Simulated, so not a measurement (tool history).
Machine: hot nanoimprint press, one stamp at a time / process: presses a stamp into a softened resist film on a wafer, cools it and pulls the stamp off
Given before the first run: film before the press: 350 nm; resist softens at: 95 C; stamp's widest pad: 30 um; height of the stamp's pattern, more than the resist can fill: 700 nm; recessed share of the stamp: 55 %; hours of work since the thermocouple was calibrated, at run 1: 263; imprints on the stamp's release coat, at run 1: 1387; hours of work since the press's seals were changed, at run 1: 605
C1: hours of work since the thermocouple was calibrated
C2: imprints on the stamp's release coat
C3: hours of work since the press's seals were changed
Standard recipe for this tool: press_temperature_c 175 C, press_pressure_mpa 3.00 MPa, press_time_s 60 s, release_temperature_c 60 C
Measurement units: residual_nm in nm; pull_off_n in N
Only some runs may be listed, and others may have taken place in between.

{"run": 1, "hour": 0.0, "press_temperature_c": 175, "press_pressure_mpa": 3.0, "press_time_s": 60, "release_temperature_c": 60, "C1": 263, "C2": 1387, "C3": 605, "residual_nm": 159.2, "pull_off_n": 148}
{"run": 2, "hour": 72.3, "press_temperature_c": 175, "press_pressure_mpa": 3.0, "press_time_s": 60, "release_temperature_c": 60, "C1": 306, "C2": 1613, "C3": 648, "residual_nm": 159.7, "pull_off_n": 145}
{"hour": 85.3, "done": "press's hydraulic seals changed and the load cell set to zero"}
{"hour": 94.4, "done": "plate thermocouple calibrated"}
{"run": 3, "hour": 157.9, "press_temperature_c": 175, "press_pressure_mpa": 3.0, "press_time_s": 60, "release_temperature_c": 60, "C1": 38, "C2": 1846, "C3": 41, "residual_nm": 160.9, "pull_off_n": 145}
{"run": 4, "hour": 243.6, "press_temperature_c": 175, "press_pressure_mpa": 3.0, "press_time_s": 60, "release_temperature_c": 60, "C1": 88, "C2": 2113, "C3": 92, "residual_nm": 161.4, "pull_off_n": 145}
{"run": 5, "hour": 309.3, "press_temperature_c": 175, "press_pressure_mpa": 3.0, "press_time_s": 60, "release_temperature_c": 60, "C1": 127, "C2": 2318, "C3": 131, "residual_nm": 160.6, "pull_off_n": 152}
{"hour": 335.6, "done": "stamp cleaned and given a new release coat"}
{"run": 6, "hour": 375.6, "press_temperature_c": 175, "press_pressure_mpa": 3.0, "press_time_s": 60, "release_temperature_c": 60, "C1": 163, "C2": 125, "C3": 167, "residual_nm": 161.7, "pull_off_n": 144}
{"run": 7, "hour": 449.4, "press_temperature_c": 175, "press_pressure_mpa": 3.0, "press_time_s": 60, "release_temperature_c": 60, "C1": 207, "C2": 355, "C3": 210, "residual_nm": 161.6, "pull_off_n": 147}
{"run": 8, "hour": 531.3, "press_temperature_c": 175, "press_pressure_mpa": 3.0, "press_time_s": 60, "release_temperature_c": 60, "C1": 255, "C2": 611, "C3": 259, "residual_nm": 161.1, "pull_off_n": 144}
{"run": 9, "hour": 573.0, "press_temperature_c": 175, "press_pressure_mpa": 3.0, "press_time_s": 60, "release_temperature_c": 60, "C1": 280, "C2": 741, "C3": 284, "residual_nm": 161.6, "pull_off_n": 148}
{"run": 10, "hour": 610.8, "press_temperature_c": 175, "press_pressure_mpa": 3.0, "press_time_s": 60, "release_temperature_c": 60, "C1": 302, "C2": 859, "C3": 306, "residual_nm": 161.3, "pull_off_n": 149}
{"hour": 629.5, "done": "plate thermocouple calibrated"}
{"run": 11, "hour": 680.0, "press_temperature_c": 175, "press_pressure_mpa": 3.0, "press_time_s": 60, "release_temperature_c": 60, "C1": 30, "C2": 1065, "C3": 345, "residual_nm": 161.7, "pull_off_n": 148}
{"run": 12, "hour": 725.4, "press_temperature_c": 175, "press_pressure_mpa": 3.0, "press_time_s": 74, "release_temperature_c": 60, "C1": 57, "C2": 1207, "C3": 372, "residual_nm": 150.0, "pull_off_n": 143}
{"run": 13, "hour": 806.5, "press_temperature_c": 175, "press_pressure_mpa": 3.0, "press_time_s": 74, "release_temperature_c": 60, "C1": 105, "C2": 1460, "C3": 420, "residual_nm": 149.7, "pull_off_n": 151}
{"run": 14, "hour": 894.0, "press_temperature_c": 175, "press_pressure_mpa": 3.0, "press_time_s": 60, "release_temperature_c": 60, "C1": 157, "C2": 1733, "C3": 472, "residual_nm": 162.2, "pull_off_n": 141}
{"run": 15, "hour": 968.4, "press_temperature_c": 175, "press_pressure_mpa": 3.0, "press_time_s": 60, "release_temperature_c": 60, "C1": 201, "C2": 1965, "C3": 516, "residual_nm": 161.1, "pull_off_n": 142}
{"run": 16, "hour": 1023.3, "press_temperature_c": 175, "press_pressure_mpa": 3.0, "press_time_s": 60, "release_temperature_c": 60, "C1": 233, "C2": 2137, "C3": 549, "residual_nm": 162.4, "pull_off_n": 151}
{"run": 17, "hour": 1078.3, "press_temperature_c": 175, "press_pressure_mpa": 3.0, "press_time_s": 60, "release_temperature_c": 60, "C1": 266, "C2": 2308, "C3": 581, "residual_nm": 163.0, "pull_off_n": 146}
{"hour": 1104.3, "done": "stamp cleaned and given a new release coat"}
{"run": 18, "hour": 1144.5, "press_temperature_c": 173, "press_pressure_mpa": 3.08, "press_time_s": 49, "release_temperature_c": 60, "C1": 302, "C2": 125, "C3": 617, "residual_nm": 182.1, "pull_off_n": 149}
{"hour": 1164.9, "done": "plate thermocouple calibrated"}
{"hour": 1213.5, "done": "press's hydraulic seals changed and the load cell set to zero"}
{"run": 19, "hour": 1213.5, "press_temperature_c": 175, "press_pressure_mpa": 3.0, "press_time_s": 31, "release_temperature_c": 61, "C1": 24, "C2": 307, "C3": 0, "residual_nm": 205.7, "pull_off_n": 139}
{"run": 20, "hour": 1270.3, "press_temperature_c": 175, "press_pressure_mpa": 3.0, "press_time_s": 31, "release_temperature_c": 61, "C1": 58, "C2": 484, "C3": 34, "residual_nm": 204.5, "pull_off_n": 146}
{"run": 21, "hour": 1325.6, "press_temperature_c": 163, "press_pressure_mpa": 2.33, "press_time_s": 69, "release_temperature_c": 62, "C1": 90, "C2": 656, "C3": 66, "residual_nm": 232.5, "pull_off_n": 141}
{"run": 22, "hour": 1365.8, "press_temperature_c": 168, "press_pressure_mpa": 1.87, "press_time_s": 35, "release_temperature_c": 46, "C1": 114, "C2": 782, "C3": 90, "residual_nm": 265.4, "pull_off_n": 195}
{"run": 23, "hour": 1446.1, "press_temperature_c": 175, "press_pressure_mpa": 3.0, "press_time_s": 100, "release_temperature_c": 60, "C1": 162, "C2": 1032, "C3": 138, "residual_nm": 132.7, "pull_off_n": 147}
{"run": 24, "hour": 1532.4, "press_temperature_c": 168, "press_pressure_mpa": 3.0, "press_time_s": 100, "release_temperature_c": 63, "C1": 213, "C2": 1302, "C3": 189, "residual_nm": 164.4, "pull_off_n": 140}
{"run": 25, "hour": 1574.2, "press_temperature_c": 183, "press_pressure_mpa": 2.85, "press_time_s": 60, "release_temperature_c": 50, "C1": 238, "C2": 1432, "C3": 214, "residual_nm": 135.8, "pull_off_n": 183}
{"run": 26, "hour": 1640.0, "press_temperature_c": 183, "press_pressure_mpa": 2.85, "press_time_s": 60, "release_temperature_c": 50, "C1": 277, "C2": 1638, "C3": 253, "residual_nm": 134.9, "pull_off_n": 184}
{"run": 27, "hour": 1693.5, "press_temperature_c": 166, "press_pressure_mpa": 2.75, "press_time_s": 60, "release_temperature_c": 60, "C1": 308, "C2": 1805, "C3": 284, "residual_nm": 213.6, "pull_off_n": 145}
{"hour": 1703.0, "done": "plate thermocouple calibrated"}
{"run": 28, "hour": 1753.5, "press_temperature_c": 175, "press_pressure_mpa": 3.93, "press_time_s": 59, "release_temperature_c": 60, "C1": 30, "C2": 1982, "C3": 318, "residual_nm": 145.5, "pull_off_n": 149}
{"run": 29, "hour": 1826.1, "press_temperature_c": 175, "press_pressure_mpa": 2.9, "press_time_s": 60, "release_temperature_c": 60, "C1": 73, "C2": 2209, "C3": 361, "residual_nm": 166.1, "pull_off_n": 149}

Below are 5 alternative next runs, each starting from the tool's condition after run 29. Predict each:
{"run": "A", "hour": 1871.5, "press_temperature_c": 178, "press_pressure_mpa": 2.26, "press_time_s": 60, "release_temperature_c": 60, "C1": 100, "C2": 2351, "C3": 388, "residual_nm": "?", "pull_off_n": "?"}
{"run": "B", "hour": 1871.5, "press_temperature_c": 175, "press_pressure_mpa": 3.0, "press_time_s": 60, "release_temperature_c": 46, "C1": 100, "C2": 2351, "C3": 388, "residual_nm": "?", "pull_off_n": "?"}
{"run": "C", "hour": 1871.5, "press_temperature_c": 175, "press_pressure_mpa": 3.0, "press_time_s": 60, "release_temperature_c": 50, "C1": 100, "C2": 2351, "C3": 388, "residual_nm": "?", "pull_off_n": "?"}
{"run": "D", "hour": 1871.5, "press_temperature_c": 175, "press_pressure_mpa": 2.9, "press_time_s": 56, "release_temperature_c": 60, "C1": 100, "C2": 2351, "C3": 388, "residual_nm": "?", "pull_off_n": "?"}
{"run": "E", "hour": 1871.5, "press_temperature_c": 183, "press_pressure_mpa": 2.9, "press_time_s": 94, "release_temperature_c": 60, "C1": 100, "C2": 2351, "C3": 388, "residual_nm": "?", "pull_off_n": "?"}

run=A residual_nm=171.0 pull_off_n=146
run=B residual_nm=164.6 pull_off_n=197
run=C residual_nm=164.8 pull_off_n=183
run=D residual_nm=170.4 pull_off_n=146
run=E residual_nm=111.3 pull_off_n=145
With the hidden condition removed and each run's random variation left untouched, the same runs would have given:
run=A residual_nm=167.3 pull_off_n=144
run=B residual_nm=161.0 pull_off_n=195
run=C residual_nm=161.2 pull_off_n=181
run=D residual_nm=166.7 pull_off_n=144
run=E residual_nm=108.8 pull_off_n=143
